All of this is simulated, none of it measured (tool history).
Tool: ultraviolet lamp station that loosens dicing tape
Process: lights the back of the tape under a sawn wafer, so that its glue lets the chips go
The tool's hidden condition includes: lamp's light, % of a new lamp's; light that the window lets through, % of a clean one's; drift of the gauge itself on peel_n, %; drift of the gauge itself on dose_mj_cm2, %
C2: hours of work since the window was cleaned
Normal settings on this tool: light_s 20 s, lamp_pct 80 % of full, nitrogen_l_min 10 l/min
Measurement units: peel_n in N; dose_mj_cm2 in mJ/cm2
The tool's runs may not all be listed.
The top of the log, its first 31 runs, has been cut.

{"run": 32, "day": 39.804, "light_s": 32, "lamp_pct": 63, "nitrogen_l_min": 4, "hours of work of the lamp": 868, "C2": 151, "peel_n": 0.471, "dose_mj_cm2": 459}
{"run": 33, "day": 41.588, "light_s": 32, "lamp_pct": 71, "nitrogen_l_min": 4, "hours of work of the lamp": 892, "C2": 174, "peel_n": 0.405, "dose_mj_cm2": 516}
{"run": 34, "day": 42.467, "light_s": 16, "lamp_pct": 63, "nitrogen_l_min": 3, "hours of work of the lamp": 903, "C2": 185, "peel_n": 1.368, "dose_mj_cm2": 224}
{"run": 35, "day": 43.842, "light_s": 16, "lamp_pct": 63, "nitrogen_l_min": 3, "hours of work of the lamp": 921, "C2": 203, "peel_n": 1.368, "dose_mj_cm2": 223}
{"day": 45.533, "done": "window cleaned of glue's vapour"}
{"run": 36, "day": 45.746, "light_s": 10, "lamp_pct": 63, "nitrogen_l_min": 8, "hours of work of the lamp": 946, "C2": 3, "peel_n": 1.323, "dose_mj_cm2": 153}
{"run": 37, "day": 46.917, "light_s": 16, "lamp_pct": 71, "nitrogen_l_min": 3, "hours of work of the lamp": 961, "C2": 18, "peel_n": 1.091, "dose_mj_cm2": 276}
{"run": 38, "day": 48.212, "light_s": 16, "lamp_pct": 71, "nitrogen_l_min": 3, "hours of work of the lamp": 978, "C2": 35, "peel_n": 1.131, "dose_mj_cm2": 271}
{"run": 39, "day": 49.046, "light_s": 20, "lamp_pct": 93, "nitrogen_l_min": 14, "hours of work of the lamp": 989, "C2": 46, "peel_n": 0.252, "dose_mj_cm2": 443}
{"run": 40, "day": 49.929, "light_s": 11, "lamp_pct": 84, "nitrogen_l_min": 14, "hours of work of the lamp": 1000, "C2": 57, "peel_n": 0.62, "dose_mj_cm2": 216}
{"run": 41, "day": 51.779, "light_s": 11, "lamp_pct": 84, "nitrogen_l_min": 14, "hours of work of the lamp": 1024, "C2": 81, "peel_n": 0.676, "dose_mj_cm2": 216}
{"run": 42, "day": 53.329, "light_s": 18, "lamp_pct": 84, "nitrogen_l_min": 14, "hours of work of the lamp": 1044, "C2": 102, "peel_n": 0.341, "dose_mj_cm2": 342}

5 ways to go on from here, each from the tool as it stands after run 42. What would each give?
{"run": "A", "day": 54.221, "light_s": 18, "lamp_pct": 70, "nitrogen_l_min": 7, "hours of work of the lamp": 1056, "C2": 113, "peel_n": "?", "dose_mj_cm2": "?"}
{"run": "B", "day": 54.221, "light_s": 18, "lamp_pct": 72, "nitrogen_l_min": 5, "hours of work of the lamp": 1056, "C2": 113, "peel_n": "?", "dose_mj_cm2": "?"}
{"run": "C", "day": 54.221, "light_s": 18, "lamp_pct": 84, "nitrogen_l_min": 5, "hours of work of the lamp": 1056, "C2": 113, "peel_n": "?", "dose_mj_cm2": "?"}
{"run": "D", "day": 54.221, "light_s": 20, "lamp_pct": 84, "nitrogen_l_min": 5, "hours of work of the lamp": 1056, "C2": 113, "peel_n": "?", "dose_mj_cm2": "?"}
{"run": "E", "day": 54.221, "light_s": 14, "lamp_pct": 80, "nitrogen_l_min": 18, "hours of work of the lamp": 1056, "C2": 113, "peel_n": "?", "dose_mj_cm2": "?"}

run=A peel_n=0.663 dose_mj_cm2=288
run=B peel_n=0.768 dose_mj_cm2=290
run=C peel_n=0.629 dose_mj_cm2=339
run=D peel_n=0.532 dose_mj_cm2=371
run=E peel_n=0.466 dose_mj_cm2=250
What these runs would have given with no unlogged condition in the tool:
run=A peel_n=0.45 dose_mj_cm2=373
run=B peel_n=0.526 dose_mj_cm2=377
run=C peel_n=0.427 dose_mj_cm2=441
run=D peel_n=0.36 dose_mj_cm2=482
run=E peel_n=0.32 dose_mj_cm2=325

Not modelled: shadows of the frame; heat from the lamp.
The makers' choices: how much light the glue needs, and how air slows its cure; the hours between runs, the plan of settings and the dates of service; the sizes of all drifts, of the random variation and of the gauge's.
